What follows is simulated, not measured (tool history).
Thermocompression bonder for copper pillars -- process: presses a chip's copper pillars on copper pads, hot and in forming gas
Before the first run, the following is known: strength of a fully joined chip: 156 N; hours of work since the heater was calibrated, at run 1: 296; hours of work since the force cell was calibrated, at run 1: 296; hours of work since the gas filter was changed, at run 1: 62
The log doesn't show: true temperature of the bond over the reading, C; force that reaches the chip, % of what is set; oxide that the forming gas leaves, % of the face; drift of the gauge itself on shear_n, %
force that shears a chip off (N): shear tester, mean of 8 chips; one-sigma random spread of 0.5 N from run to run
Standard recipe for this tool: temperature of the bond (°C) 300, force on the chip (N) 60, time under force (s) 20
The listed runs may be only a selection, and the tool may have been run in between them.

run	day	temperature of the bond (°C)	force on the chip (N)	time under force (s)	hours of work since the heater was calibrated	hours of work since the force cell was calibrated	hours of work since the gas filter was changed	force that shears a chip off (N)
1	0	300	60	20	296	296	62	78.5
2	2.417	306	60	20	329	329	95	81.7
3	3.675	300	60	59	346	346	112	107.4
4	6.35	300	60	59	382	382	148	108.2
5	7.888	300	60	59	403	403	169	106.9
6	9.083	300	60	15	419	419	185	69.7
7	10.429	300	60	15	437	437	203	69.2
8	12.683	287	60	15	468	468	234	60.1
9	14.042	287	60	15	486	486	252	59.3
10	15.979	287	60	40	512	512	278	83.5
# day 16.246: forming gas filter changed
11	18.675	300	76	17	548	548	33	84.1
12	20.471	330	60	15	572	572	57	90.4
13	22.05	320	60	19	594	594	78	90.1
14	24.004	320	60	19	620	620	105	88.6
15	25.779	320	60	19	644	644	129	88.5
16	27.525	300	60	31	668	668	152	87.8
17	28.688	280	62	21	684	684	168	64.2
18	31.246	300	43	20	718	718	203	59.6
19	32.912	300	43	20	741	741	225	59.6

Consider 3 possible next runs. They are alternatives, not a sequence: every one starts from the tool as it was left by run 19. What does each give?
A	34.542	297	55	10	763	763	247	?
B	34.542	300	65	20	763	763	247	?
C	34.542	300	38	33	763	763	247	?

run	force that shears a chip off (N)
A	51.7
B	77.7
C	65.4
What these runs would have given with no unlogged condition in the tool:
run	force that shears a chip off (N)
A	58.5
B	86.5
C	73.4

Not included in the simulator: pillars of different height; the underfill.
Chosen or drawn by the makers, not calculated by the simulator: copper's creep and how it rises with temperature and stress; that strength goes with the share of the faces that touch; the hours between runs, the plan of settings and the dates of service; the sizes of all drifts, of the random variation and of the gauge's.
